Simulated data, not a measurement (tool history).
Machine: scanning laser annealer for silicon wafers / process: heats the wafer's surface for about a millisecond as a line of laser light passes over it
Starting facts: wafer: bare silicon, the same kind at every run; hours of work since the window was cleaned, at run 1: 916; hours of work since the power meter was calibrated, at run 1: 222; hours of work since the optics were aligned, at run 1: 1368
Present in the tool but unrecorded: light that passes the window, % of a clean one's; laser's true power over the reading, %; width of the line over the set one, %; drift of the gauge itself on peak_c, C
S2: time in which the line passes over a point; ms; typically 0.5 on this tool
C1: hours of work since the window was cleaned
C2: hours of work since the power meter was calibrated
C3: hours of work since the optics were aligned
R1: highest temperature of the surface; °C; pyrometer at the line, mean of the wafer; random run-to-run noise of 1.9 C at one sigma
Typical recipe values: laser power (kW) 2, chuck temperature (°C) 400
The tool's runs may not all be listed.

{"run": 1, "day": 0.0, "laser power (kW)": 2, "S2": 0.5, "chuck temperature (°C)": 400, "C1": 916, "C2": 222, "C3": 1368, "R1": 1042}
{"run": 2, "day": 0.483, "laser power (kW)": 2, "S2": 0.511, "chuck temperature (°C)": 400, "C1": 924, "C2": 230, "C3": 1375, "R1": 1053}
{"run": 3, "day": 0.896, "laser power (kW)": 2.132, "S2": 0.5, "chuck temperature (°C)": 400, "C1": 930, "C2": 236, "C3": 1381, "R1": 1097}
{"run": 4, "day": 1.396, "laser power (kW)": 2, "S2": 0.564, "chuck temperature (°C)": 400, "C1": 937, "C2": 243, "C3": 1389, "R1": 1088}
{"run": 5, "day": 1.983, "laser power (kW)": 2, "S2": 0.564, "chuck temperature (°C)": 400, "C1": 946, "C2": 252, "C3": 1398, "R1": 1088}
{"run": 6, "day": 2.562, "laser power (kW)": 2, "S2": 0.564, "chuck temperature (°C)": 400, "C1": 955, "C2": 261, "C3": 1407, "R1": 1085}
{"run": 7, "day": 2.996, "laser power (kW)": 2, "S2": 0.5, "chuck temperature (°C)": 400, "C1": 961, "C2": 267, "C3": 1413, "R1": 1039}
{"day": 3.317, "done": "window over the wafer cleaned"}
{"run": 8, "day": 3.538, "laser power (kW)": 2, "S2": 0.5, "chuck temperature (°C)": 400, "C1": 3, "C2": 274, "C3": 1420, "R1": 1095}
{"run": 9, "day": 4.042, "laser power (kW)": 2, "S2": 0.5, "chuck temperature (°C)": 400, "C1": 11, "C2": 282, "C3": 1428, "R1": 1090}
{"run": 10, "day": 4.408, "laser power (kW)": 2, "S2": 0.5, "chuck temperature (°C)": 400, "C1": 16, "C2": 288, "C3": 1433, "R1": 1088}
{"run": 11, "day": 4.804, "laser power (kW)": 2, "S2": 0.5, "chuck temperature (°C)": 394, "C1": 22, "C2": 293, "C3": 1439, "R1": 1084}
{"run": 12, "day": 5.204, "laser power (kW)": 2, "S2": 0.431, "chuck temperature (°C)": 394, "C1": 28, "C2": 300, "C3": 1445, "R1": 1026}
{"run": 13, "day": 5.704, "laser power (kW)": 2, "S2": 0.431, "chuck temperature (°C)": 394, "C1": 36, "C2": 307, "C3": 1453, "R1": 1029}
{"run": 14, "day": 6.096, "laser power (kW)": 2, "S2": 0.402, "chuck temperature (°C)": 400, "C1": 42, "C2": 313, "C3": 1458, "R1": 1008}
{"run": 15, "day": 6.571, "laser power (kW)": 2, "S2": 0.402, "chuck temperature (°C)": 400, "C1": 49, "C2": 320, "C3": 1466, "R1": 1007}
{"run": 16, "day": 7.088, "laser power (kW)": 1.951, "S2": 0.434, "chuck temperature (°C)": 422, "C1": 57, "C2": 328, "C3": 1473, "R1": 1038}
{"run": 17, "day": 7.4, "laser power (kW)": 2, "S2": 0.5, "chuck temperature (°C)": 411, "C1": 61, "C2": 333, "C3": 1478, "R1": 1100}
{"run": 18, "day": 7.888, "laser power (kW)": 1.882, "S2": 0.5, "chuck temperature (°C)": 411, "C1": 69, "C2": 340, "C3": 1485, "R1": 1049}
{"run": 19, "day": 8.167, "laser power (kW)": 1.882, "S2": 0.5, "chuck temperature (°C)": 411, "C1": 73, "C2": 344, "C3": 1490, "R1": 1054}
{"run": 20, "day": 8.612, "laser power (kW)": 1.916, "S2": 0.5, "chuck temperature (°C)": 407, "C1": 80, "C2": 351, "C3": 1496, "R1": 1057}
{"run": 21, "day": 8.908, "laser power (kW)": 1.895, "S2": 0.378, "chuck temperature (°C)": 427, "C1": 84, "C2": 355, "C3": 1501, "R1": 976}
{"run": 22, "day": 9.479, "laser power (kW)": 1.895, "S2": 0.378, "chuck temperature (°C)": 427, "C1": 93, "C2": 364, "C3": 1509, "R1": 973}
{"run": 23, "day": 9.821, "laser power (kW)": 2.133, "S2": 0.37, "chuck temperature (°C)": 400, "C1": 98, "C2": 369, "C3": 1514, "R1": 1020}
{"run": 24, "day": 10.338, "laser power (kW)": 2.111, "S2": 0.36, "chuck temperature (°C)": 436, "C1": 106, "C2": 377, "C3": 1522, "R1": 1045}
{"run": 25, "day": 10.758, "laser power (kW)": 2.111, "S2": 0.401, "chuck temperature (°C)": 436, "C1": 112, "C2": 383, "C3": 1529, "R1": 1081}
{"run": 26, "day": 11.171, "laser power (kW)": 1.93, "S2": 0.5, "chuck temperature (°C)": 415, "C1": 118, "C2": 389, "C3": 1535, "R1": 1071}
{"run": 27, "day": 11.767, "laser power (kW)": 2, "S2": 0.564, "chuck temperature (°C)": 427, "C1": 127, "C2": 398, "C3": 1544, "R1": 1158}

Forecast run 28:
{"run": 28, "day": 12.029, "laser power (kW)": 2.089, "S2": 0.415, "chuck temperature (°C)": 400, "C1": 131, "C2": 402, "C3": 1548, "R1": "?"}

Run 28 came out at R1 1046 °C.
With the hidden condition absent and the run-to-run variation left alone, this run would have shown R1 1064 °C.
